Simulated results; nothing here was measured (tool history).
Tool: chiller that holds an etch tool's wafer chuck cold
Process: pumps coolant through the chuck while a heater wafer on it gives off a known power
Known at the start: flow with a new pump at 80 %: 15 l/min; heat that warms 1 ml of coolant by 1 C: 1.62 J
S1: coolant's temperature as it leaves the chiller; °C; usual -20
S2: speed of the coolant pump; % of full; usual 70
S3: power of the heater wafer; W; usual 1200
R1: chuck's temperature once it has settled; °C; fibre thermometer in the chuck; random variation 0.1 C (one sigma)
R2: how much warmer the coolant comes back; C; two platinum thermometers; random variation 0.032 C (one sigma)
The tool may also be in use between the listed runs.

Run 1, hour 0.0: usual settings. Result: R1 -11.9 °C, R2 3.65 C.
Run 2, hour 171.9: usual settings but S1 -23 °C. Result: R1 -14.8 °C, R2 3.63 C.
Run 3, hour 274.5: usual settings but S2 84 % of full. Result: R1 -12.6 °C, R2 3.02 C.
Run 4, hour 422.7: usual settings but S2 84 % of full. Result: R1 -12.6 °C, R2 2.99 C.
Run 5, hour 546.3: usual settings but S2 84 % of full. Result: R1 -12.4 °C, R2 2.98 C.
Run 6, hour 688.9: usual settings but S2 62 % of full. Result: R1 -10.9 °C, R2 4.17 C.
Run 7, hour 836.1: usual settings but S2 62 % of full. Result: R1 -10.8 °C, R2 4.19 C.
Run 8, hour 937.0: usual settings but S2 62 % of full. Result: R1 -10.9 °C, R2 4.24 C.
Run 9, hour 1017.1: usual settings but S2 62 % of full. Result: R1 -11.2 °C, R2 4.23 C.
Run 10, hour 1129.4: usual settings but S1 -23 °C. Result: R1 -14.5 °C, R2 3.70 C.
Run 11, hour 1304.0: usual settings. Result: R1 -11.6 °C, R2 3.71 C.
Run 12, hour 1441.2: usual settings but S3 1505 W. Result: R1 -9.4 °C, R2 4.65 C.
Run 13, hour 1616.1: usual settings but S1 -25 °C. Result: R1 -16.3 °C, R2 3.69 C.
Run 14, hour 1787.1: usual settings but S1 -25 °C, S3 612 W. Result: R1 -20.3 °C, R2 1.80 C.
Run 15, hour 1958.1: usual settings but S1 -25 °C, S2 64 % of full, S3 1713 W. Result: R1 -12.0 °C, R2 5.92 C.
Run 16, hour 2124.1: usual settings but S1 -12 °C, S2 81 % of full. Result: R1 -3.9 °C, R2 3.14 C.

The next listed run, before its measurement:
Run 17, hour 2288.1: usual settings but S1 -25 °C, S2 62 % of full, S3 642 W. Result: R1 ?, R2 ?.

R1: -19.9 °C
R2: 2.29 C
Without the tool's hidden state the same run would have given R1 -20.6 °C, R2 2.12 C.

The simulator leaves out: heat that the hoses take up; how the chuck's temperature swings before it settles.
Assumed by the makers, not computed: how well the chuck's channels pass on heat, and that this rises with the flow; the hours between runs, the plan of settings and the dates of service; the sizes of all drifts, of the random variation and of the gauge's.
